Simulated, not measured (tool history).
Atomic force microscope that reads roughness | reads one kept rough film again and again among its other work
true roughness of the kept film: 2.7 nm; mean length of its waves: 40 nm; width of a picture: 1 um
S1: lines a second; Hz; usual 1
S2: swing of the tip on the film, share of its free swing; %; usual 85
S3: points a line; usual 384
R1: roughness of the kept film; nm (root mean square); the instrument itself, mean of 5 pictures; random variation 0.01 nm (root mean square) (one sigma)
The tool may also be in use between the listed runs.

run,day,S1,S2,S3,R1
1,0,1,85,384,2.376
2,1.254,1,67,384,2.359
3,2.571,1,67,384,2.266
4,3.475,1,67,384,2.191
5,4.654,1,67,384,2.11
# day 4.808: new tip fitted
6,5.712,1,85,384,2.302
7,7.162,1.21,85,384,2.159
8,7.867,1.21,85,384,2.093
9,8.829,1,60,384,2.162
# day 9.517: new tip fitted
10,9.642,1,60,384,2.469
11,11.021,1,60,384,2.351
12,12.179,1,60,384,2.255
13,13.238,1,90,384,2.044
14,14.054,1,90,384,1.989
# day 14.254: new tip fitted
15,14.717,3.9,85,384,1.965
16,15.421,1,85,384,2.265
17,16.6,2.43,85,384,1.972
18,17.192,2.43,85,384,1.925
19,18.492,0.91,82,440,2.049
# day 19.033: new tip fitted
20,19.571,3.56,65,384,2.287
21,20.317,3.56,65,384,2.222
22,21.525,2.36,88,384,1.935
23,22.708,2.36,88,384,1.882
24,23.596,3.02,60,568,2.044
# day 23.742: height scale calibrated on a step standard
# day 23.871: new tip fitted
25,24.867,0.91,81,500,2.323
26,25.629,1.34,88,569,2.124
27,26.954,1.39,79,442,2.081
28,28.279,0.71,59,758,2.112
# day 28.592: new tip fitted
29,29.704,0.71,59,758,2.376
30,30.321,0.71,59,758,2.326
31,31.229,1.68,84,450,2.052
# day 31.796: height scale calibrated on a step standard, once more
32,32.129,1.68,84,450,2.051
33,32.758,0.82,85,328,2.088
# day 33.412: new tip fitted
34,34.192,0.6,55,328,2.476
35,35.004,2.36,85,384,2.079

Hidden state or all else? Some run-to-run changes of R1, split into what the settings, what came in and random variation would give without the hidden state, and what is left for the hidden state (with any gauge scatter that isn't in both results):
The hidden state here: radius of the tip, nm; height scale over the true one, %; drift of the gauge itself on roughness_nm, %.
Run 9 -> 10: new tip fitted. R1 +0.307 nm (root mean square): hidden state +0.305, all else +0.002.
Run 14 -> 15: S1 1 -> 3.9, S2 90 -> 85, new tip fitted. R1 -0.024 nm (root mean square): hidden state +0.315, all else -0.339.
Run 19 -> 20: S1 0.91 -> 3.56, S2 82 -> 65, S3 440 -> 384, new tip fitted. R1 +0.238 nm (root mean square): hidden state +0.3, all else -0.062.
Run 33 -> 34: S1 0.82 -> 0.6, S2 85 -> 55, new tip fitted. R1 +0.388 nm (root mean square): hidden state +0.259, all else +0.129.
Run 34 -> 35: S1 0.6 -> 2.36, S2 55 -> 85, S3 328 -> 384. R1 -0.397 nm (root mean square): hidden state -0.045, all else -0.352.
